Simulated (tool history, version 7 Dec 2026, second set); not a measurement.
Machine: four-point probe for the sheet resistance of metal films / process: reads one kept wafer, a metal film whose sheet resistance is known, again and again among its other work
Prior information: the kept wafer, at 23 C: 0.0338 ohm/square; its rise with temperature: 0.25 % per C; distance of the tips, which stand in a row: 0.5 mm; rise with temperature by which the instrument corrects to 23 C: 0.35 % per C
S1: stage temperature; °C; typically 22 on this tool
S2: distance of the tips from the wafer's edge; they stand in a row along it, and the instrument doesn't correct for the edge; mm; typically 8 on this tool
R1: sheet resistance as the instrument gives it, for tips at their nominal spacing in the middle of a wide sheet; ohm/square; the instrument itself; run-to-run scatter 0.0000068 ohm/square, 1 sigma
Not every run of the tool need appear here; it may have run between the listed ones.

run 1 day=0.000 | S1=22 S2=8 | R1=0.033978
run 2 day=0.558 | S1=22 S2=8 | R1=0.033973
run 3 day=1.192 | S1=22 S2=8 | R1=0.033996
run 4 day=1.742 | S1=21 S2=8 | R1=0.034021
run 5 day=2.504 | S1=31 S2=8 | R1=0.033686
run 6 day=3.438 | S1=24 S2=8 | R1=0.033900
run 7 day=4.104 | S1=22 S2=8 | R1=0.034000
run 8 day=4.900 | S1=22 S2=8 | R1=0.033994
run 9 day=5.608 | S1=22 S2=8 | R1=0.034003
run 10 day=6.475 | S1=22 S2=8 | R1=0.034004
run 11 day=6.975 | S1=23 S2=9 | R1=0.033958
run 12 day=7.758 | S1=28 S2=17 | R1=0.033745
run 13 day=8.421 | S1=32 S2=29 | R1=0.033619
run 14 day=9.183 | S1=32 S2=29 | R1=0.033622
run 15 day=9.588 | S1=19 S2=52 | R1=0.034037
run 16 day=10.117 | S1=19 S2=52 | R1=0.034051
run 17 day=10.708 | S1=22 S2=33 | R1=0.033954
run 18 day=11.379 | S1=26 S2=16 | R1=0.033851
run 19 day=12.271 | S1=26 S2=10 | R1=0.033874

Here are 5 independent what-if runs from the current tool condition. What would each one return?
run A day=12.854 | S1=24 S2=42 | R1=?
run B day=12.854 | S1=18 S2=22 | R1=?
run C day=12.854 | S1=34 S2=65 | R1=?
run D day=12.854 | S1=31 S2=10 | R1=?
run E day=12.854 | S1=31 S2=55 | R1=?

run=A R1=0.033900
run=B R1=0.034099
run=C R1=0.033565
run=D R1=0.033707
run=E R1=0.033653
Stripped of hidden state, with their random variation kept, the same runs would have yielded:
run=A R1=0.033779
run=B R1=0.033977
run=C R1=0.033445
run=D R1=0.033587
run=E R1=0.033533
